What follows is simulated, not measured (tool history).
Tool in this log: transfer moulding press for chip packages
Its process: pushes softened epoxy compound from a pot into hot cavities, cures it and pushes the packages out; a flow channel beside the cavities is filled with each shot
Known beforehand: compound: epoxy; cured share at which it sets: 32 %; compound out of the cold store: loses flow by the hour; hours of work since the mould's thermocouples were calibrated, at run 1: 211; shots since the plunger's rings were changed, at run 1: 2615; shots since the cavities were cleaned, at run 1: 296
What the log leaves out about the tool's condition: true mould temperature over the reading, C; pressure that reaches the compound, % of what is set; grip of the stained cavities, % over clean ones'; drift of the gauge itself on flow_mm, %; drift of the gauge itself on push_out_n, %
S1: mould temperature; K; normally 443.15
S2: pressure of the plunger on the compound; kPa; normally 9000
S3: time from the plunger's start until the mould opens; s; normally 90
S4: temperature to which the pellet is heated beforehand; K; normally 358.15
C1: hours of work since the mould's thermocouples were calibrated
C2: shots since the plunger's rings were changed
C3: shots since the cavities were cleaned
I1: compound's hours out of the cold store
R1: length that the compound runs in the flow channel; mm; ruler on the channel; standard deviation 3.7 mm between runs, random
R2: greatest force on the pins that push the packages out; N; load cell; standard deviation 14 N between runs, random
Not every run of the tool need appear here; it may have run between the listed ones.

run	hour	S1	S2	S3	S4	C1	C2	C3	I1	R1	R2
1	0	443.15	9000	90	358.15	211	2615	296	16.8	565	978
2	9.3	443.15	9000	84	358.15	215	2693	374	10.2	581	1258
3	17.7	436.15	9000	90	358.15	218	2763	444	40.1	551	1784
4	27.8	436.15	9000	90	358.15	223	2848	529	11.6	601	1941
5	34.2	443.15	9000	90	358.15	225	2902	583	8.6	584	1228
# hour 42.7: cavities cleaned with cleaning compound and waxed
6	42.7	443.15	9000	90	358.15	228	2961	0	16.1	555	721
7	48.6	443.15	9000	90	358.15	230	3009	48	12	575	788
8	57.6	443.15	9000	90	358.15	234	3085	124	36.7	526	845
9	64.6	443.15	9000	90	358.15	237	3144	183	37.6	536	903
10	77.8	443.15	9000	90	358.15	242	3254	293	34.2	540	951
11	87	443.15	9000	90	358.15	246	3331	370	26.8	543	1056
12	96.9	448.15	9000	90	358.15	250	3415	454	17.4	549	862
13	104.4	447.15	7930	90	358.15	253	3478	517	30.5	499	903
14	116.6	437.15	9000	76	358.15	258	3580	619	31.2	550	2599
# hour 120.6: cavities cleaned with cleaning compound and waxed
15	124.6	443.15	9000	99	358.15	261	3634	33	24.5	555	599
16	132.5	436.15	9000	89	358.15	264	3701	100	26	559	1402
17	145.1	443.15	7300	126	356.15	269	3806	205	9.6	518	632
18	153.9	443.15	8470	109	361.15	273	3880	279	22.3	534	729
19	167.4	445.15	8760	109	361.15	278	3994	393	35.3	518	731
20	181.5	443.15	6950	90	358.15	284	4112	511	25.3	473	1154
21	194.5	438.15	9000	90	360.15	289	4221	620	27	551	1670
# hour 199.2: cavities cleaned with cleaning compound and waxed
22	207.3	438.15	9000	90	360.15	294	4315	67	44	520	1077
23	214.2	438.15	9000	90	360.15	297	4374	126	24.8	546	1245
24	223.1	438.15	9000	90	360.15	300	4448	200	9.9	573	1407

Consider 3 possible next runs. They are alternatives, not a sequence: every one starts from the tool as it was left by run 24. What does each give?
A	237.1	443.15	9000	116	359.15	306	4566	318	28.6	?	?
B	237.1	437.15	9000	118	358.15	306	4566	318	9	?	?
C	237.1	443.15	7970	90	358.15	306	4566	318	30.2	?	?

run	R1	R2
A	526	702
B	576	851
C	502	1010
With no hidden state in the tool, these same runs would have given:
run	R1	R2
A	577	470
B	632	586
C	550	697

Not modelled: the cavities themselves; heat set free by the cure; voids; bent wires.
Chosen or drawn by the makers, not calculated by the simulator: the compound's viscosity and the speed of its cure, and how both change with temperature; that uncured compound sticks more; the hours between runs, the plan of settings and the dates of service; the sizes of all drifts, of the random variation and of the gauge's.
